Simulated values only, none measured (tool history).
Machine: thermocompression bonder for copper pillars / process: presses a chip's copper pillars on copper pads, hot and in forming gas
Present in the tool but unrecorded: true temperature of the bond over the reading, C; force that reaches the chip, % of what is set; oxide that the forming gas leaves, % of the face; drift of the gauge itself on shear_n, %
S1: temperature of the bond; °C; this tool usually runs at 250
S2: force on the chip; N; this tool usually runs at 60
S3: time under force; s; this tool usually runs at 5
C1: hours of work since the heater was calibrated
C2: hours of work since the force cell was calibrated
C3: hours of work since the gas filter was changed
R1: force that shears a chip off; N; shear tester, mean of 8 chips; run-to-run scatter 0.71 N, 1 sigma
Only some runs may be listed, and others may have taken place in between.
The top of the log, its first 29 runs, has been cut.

| run | hour | S1 | S2 | S3 | C1 | C2 | C3 | R1 |
|---|---|---|---|---|---|---|---|---|
| 30 | 1076.3 | 250 | 70 | 3 | 371 | 882 | 170 | 41.7 |
| 31 | 1128.5 | 250 | 70 | 3 | 396 | 907 | 195 | 42 |
| 32 | 1180.8 | 250 | 70 | 8 | 420 | 931 | 219 | 57.6 |
| 33 | 1205.8 | 227 | 69 | 5 | 432 | 943 | 231 | 38.3 |
| 34 | 1232.8 | 230 | 46 | 6 | 445 | 956 | 244 | 33.3 |
| 35 | 1278.1 | 237 | 65 | 3 | 466 | 977 | 265 | 33 |
| 36 | 1319.9 | 224 | 79 | 8 | 486 | 997 | 285 | 45.2 |
| 37 | 1349 | 249 | 74 | 8 | 499 | 1011 | 299 | 56.1 |
| 38 | 1382.3 | 250 | 36 | 8 | 515 | 1026 | 314 | 39.3 |
| 39 | 1420 | 244 | 60 | 6 | 533 | 1044 | 332 | 43.9 |

Below are 5 alternative next runs, each starting from the tool's condition after run 39. Predict each:
| A | 1463.2 | 230 | 42 | 5 | 553 | 1064 | 352 | ? |
| B | 1463.2 | 257 | 60 | 10 | 553 | 1064 | 352 | ? |
| C | 1463.2 | 250 | 60 | 3 | 553 | 1064 | 352 | ? |
| D | 1463.2 | 232 | 63 | 9 | 553 | 1064 | 352 | ? |
| E | 1463.2 | 250 | 60 | 4 | 553 | 1064 | 352 | ? |

| run | R1 |
|---|---|
| A | 27.9 |
| B | 56.6 |
| C | 36.7 |
| D | 45.5 |
| E | 40.1 |
With the hidden condition removed and each run's random variation left untouched, the same runs would have given:
| run | R1 |
|---|---|
| A | 32.8 |
| B | 64.8 |
| C | 42.6 |
| D | 52.9 |
| E | 46.5 |
